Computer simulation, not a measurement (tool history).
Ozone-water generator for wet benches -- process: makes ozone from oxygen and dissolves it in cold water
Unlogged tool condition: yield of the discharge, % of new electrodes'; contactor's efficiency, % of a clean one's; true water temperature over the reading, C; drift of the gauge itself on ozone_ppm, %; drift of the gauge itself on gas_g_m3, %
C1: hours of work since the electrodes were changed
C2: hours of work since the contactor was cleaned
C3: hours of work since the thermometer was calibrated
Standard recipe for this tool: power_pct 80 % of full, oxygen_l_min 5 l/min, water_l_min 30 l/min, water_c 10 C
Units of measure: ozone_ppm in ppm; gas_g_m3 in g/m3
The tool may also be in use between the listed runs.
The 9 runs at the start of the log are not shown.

{"run": 10, "hour": 292.3, "power_pct": 80, "oxygen_l_min": 5, "water_l_min": 30, "water_c": 9, "C1": 1287, "C2": 872, "C3": 649, "ozone_ppm": 15.8, "gas_g_m3": 152}
{"run": 11, "hour": 311.1, "power_pct": 80, "oxygen_l_min": 5, "water_l_min": 30, "water_c": 10, "C1": 1301, "C2": 886, "C3": 663, "ozone_ppm": 15.6, "gas_g_m3": 152.7}
{"run": 12, "hour": 355.8, "power_pct": 80, "oxygen_l_min": 5, "water_l_min": 30, "water_c": 10, "C1": 1335, "C2": 919, "C3": 697, "ozone_ppm": 15.9, "gas_g_m3": 150.8}
{"run": 13, "hour": 384.8, "power_pct": 80, "oxygen_l_min": 2.57, "water_l_min": 30, "water_c": 10, "C1": 1356, "C2": 941, "C3": 718, "ozone_ppm": 13.5, "gas_g_m3": 217.4}
{"run": 14, "hour": 413.0, "power_pct": 80, "oxygen_l_min": 2.57, "water_l_min": 30, "water_c": 10, "C1": 1377, "C2": 962, "C3": 739, "ozone_ppm": 13.6, "gas_g_m3": 217.9}
{"run": 15, "hour": 456.4, "power_pct": 80, "oxygen_l_min": 2.57, "water_l_min": 30, "water_c": 10, "C1": 1409, "C2": 994, "C3": 771, "ozone_ppm": 13.2, "gas_g_m3": 216.2}
{"run": 16, "hour": 492.9, "power_pct": 80, "oxygen_l_min": 2.57, "water_l_min": 30, "water_c": 10, "C1": 1436, "C2": 1021, "C3": 799, "ozone_ppm": 13.3, "gas_g_m3": 219.2}
{"run": 17, "hour": 525.1, "power_pct": 80, "oxygen_l_min": 2.57, "water_l_min": 30, "water_c": 10, "C1": 1460, "C2": 1045, "C3": 823, "ozone_ppm": 13.4, "gas_g_m3": 214.3}
{"run": 18, "hour": 564.8, "power_pct": 80, "oxygen_l_min": 5.55, "water_l_min": 30, "water_c": 10, "C1": 1490, "C2": 1074, "C3": 852, "ozone_ppm": 15.9, "gas_g_m3": 143.6}
{"run": 19, "hour": 596.4, "power_pct": 80, "oxygen_l_min": 5.55, "water_l_min": 30, "water_c": 10, "C1": 1513, "C2": 1098, "C3": 875, "ozone_ppm": 15.9, "gas_g_m3": 143.5}
{"run": 20, "hour": 625.4, "power_pct": 80, "oxygen_l_min": 5.55, "water_l_min": 30, "water_c": 10, "C1": 1535, "C2": 1119, "C3": 897, "ozone_ppm": 15.9, "gas_g_m3": 143.6}
{"run": 21, "hour": 669.2, "power_pct": 80, "oxygen_l_min": 5.55, "water_l_min": 30, "water_c": 10, "C1": 1568, "C2": 1152, "C3": 930, "ozone_ppm": 16, "gas_g_m3": 143.2}
{"run": 22, "hour": 704.8, "power_pct": 61, "oxygen_l_min": 3.05, "water_l_min": 34, "water_c": 5, "C1": 1594, "C2": 1178, "C3": 956, "ozone_ppm": 10.6, "gas_g_m3": 171.1}
{"run": 23, "hour": 738.4, "power_pct": 61, "oxygen_l_min": 3.05, "water_l_min": 34, "water_c": 9, "C1": 1619, "C2": 1203, "C3": 981, "ozone_ppm": 10.5, "gas_g_m3": 170.4}
{"run": 24, "hour": 761.4, "power_pct": 73, "oxygen_l_min": 3.05, "water_l_min": 34, "water_c": 9, "C1": 1636, "C2": 1221, "C3": 998, "ozone_ppm": 11.8, "gas_g_m3": 188}
{"run": 25, "hour": 794.3, "power_pct": 73, "oxygen_l_min": 3.05, "water_l_min": 34, "water_c": 9, "C1": 1661, "C2": 1245, "C3": 1023, "ozone_ppm": 11.9, "gas_g_m3": 187.4}
{"run": 26, "hour": 822.6, "power_pct": 73, "oxygen_l_min": 3.05, "water_l_min": 34, "water_c": 9, "C1": 1682, "C2": 1266, "C3": 1044, "ozone_ppm": 11.7, "gas_g_m3": 186.8}
{"run": 27, "hour": 856.0, "power_pct": 68, "oxygen_l_min": 4.44, "water_l_min": 24, "water_c": 10, "C1": 1706, "C2": 1291, "C3": 1068, "ozone_ppm": 17.2, "gas_g_m3": 146.6}
{"run": 28, "hour": 877.0, "power_pct": 49, "oxygen_l_min": 8.88, "water_l_min": 30, "water_c": 13, "C1": 1722, "C2": 1306, "C3": 1084, "ozone_ppm": 12.5, "gas_g_m3": 85.9}
{"run": 29, "hour": 920.0, "power_pct": 49, "oxygen_l_min": 8.88, "water_l_min": 30, "water_c": 13, "C1": 1754, "C2": 1338, "C3": 1116, "ozone_ppm": 12.4, "gas_g_m3": 85.6}
{"run": 30, "hour": 963.1, "power_pct": 49, "oxygen_l_min": 8.88, "water_l_min": 30, "water_c": 18, "C1": 1786, "C2": 1370, "C3": 1148, "ozone_ppm": 11.6, "gas_g_m3": 85.8}
{"run": 31, "hour": 1003.9, "power_pct": 49, "oxygen_l_min": 8.88, "water_l_min": 30, "water_c": 18, "C1": 1816, "C2": 1401, "C3": 1178, "ozone_ppm": 11.7, "gas_g_m3": 85.5}

Here are 4 independent what-if runs from the current tool condition. What would each one return?
{"run": "A", "hour": 1030.6, "power_pct": 86, "oxygen_l_min": 8.88, "water_l_min": 21, "water_c": 9, "C1": 1836, "C2": 1421, "C3": 1198, "ozone_ppm": "?", "gas_g_m3": "?"}
{"run": "B", "hour": 1030.6, "power_pct": 49, "oxygen_l_min": 8.88, "water_l_min": 34, "water_c": 6, "C1": 1836, "C2": 1421, "C3": 1198, "ozone_ppm": "?", "gas_g_m3": "?"}
{"run": "C", "hour": 1030.6, "power_pct": 80, "oxygen_l_min": 2.69, "water_l_min": 26, "water_c": 6, "C1": 1836, "C2": 1421, "C3": 1198, "ozone_ppm": "?", "gas_g_m3": "?"}
{"run": "D", "hour": 1030.6, "power_pct": 80, "oxygen_l_min": 5, "water_l_min": 30, "water_c": 11, "C1": 1836, "C2": 1421, "C3": 1198, "ozone_ppm": "?", "gas_g_m3": "?"}

run=A ozone_ppm=22.9 gas_g_m3=115.5
run=B ozone_ppm=12.1 gas_g_m3=85.5
run=C ozone_ppm=16.1 gas_g_m3=207.3
run=D ozone_ppm=15.4 gas_g_m3=150.5
Without the tool's hidden state the same runs would have given:
run=A ozone_ppm=22.9 gas_g_m3=118.7
run=B ozone_ppm=12.1 gas_g_m3=87.8
run=C ozone_ppm=16.1 gas_g_m3=213
run=D ozone_ppm=15.4 gas_g_m3=154.7

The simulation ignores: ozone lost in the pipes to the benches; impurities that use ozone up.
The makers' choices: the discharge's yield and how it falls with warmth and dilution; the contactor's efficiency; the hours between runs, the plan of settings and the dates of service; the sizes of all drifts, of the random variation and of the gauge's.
